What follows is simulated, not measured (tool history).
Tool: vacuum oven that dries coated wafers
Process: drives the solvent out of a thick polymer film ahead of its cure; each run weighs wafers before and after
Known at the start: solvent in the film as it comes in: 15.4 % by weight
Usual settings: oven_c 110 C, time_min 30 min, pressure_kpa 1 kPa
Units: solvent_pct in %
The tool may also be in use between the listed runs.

run   hour  oven_c  time_min  pressure_kpa  solvent_pct
  1      0     110        30             1         1.34
  2   12.5     110        30             1         1.42
  3   24.1     124        30             1         0.26
  4   34.1     124        30             1         0.23
  5   39.7     110        30             1         1.38
  6     47     110        30             1         1.37
  7     57     113        30             1         0.89
  8   65.7     113        30             1         0.98
      68.7  -- oven's thermocouples calibrated
  9   75.4     110        30          0.55         1.22
 10     86     110        30             1          1.3
 11   93.9     110        20             1         2.58
 12  105.3     111        41             1         0.55
 13  117.1     106        30             1         1.95
 14  123.9     106        30             1         1.94
     127.9  -- oven's thermocouples calibrated, once more
 15  137.1     106        19          0.53          4.2
 16  147.3     106        19          0.53         4.28
 17  155.4     106        19          0.53         4.32
 18  162.8     114        39             1         0.57
 19  170.4     114        39             1         0.57
 20  177.3     110        15          0.66         4.31
 21  189.4     113        27          1.91         1.58
 22  196.3     113        27          1.91          1.6

5 ways to go on from here, each from the tool as it stands after run 22. What would each give?
  A  204.7     112        18          1.91            ?
  B  204.7     110        27             1            ?
  C  204.7     121        27          0.75            ?
  D  204.7      95        16          1.91            ?
  E  204.7     110        18          0.63            ?

run  solvent_pct
  A         3.22
  B         1.99
  C         0.47
  D         8.07
  E         3.47
Without the tool's hidden state the same runs would have given:
run  solvent_pct
  A         3.28
  B         2.04
  C         0.49
  D         8.13
  E         3.54
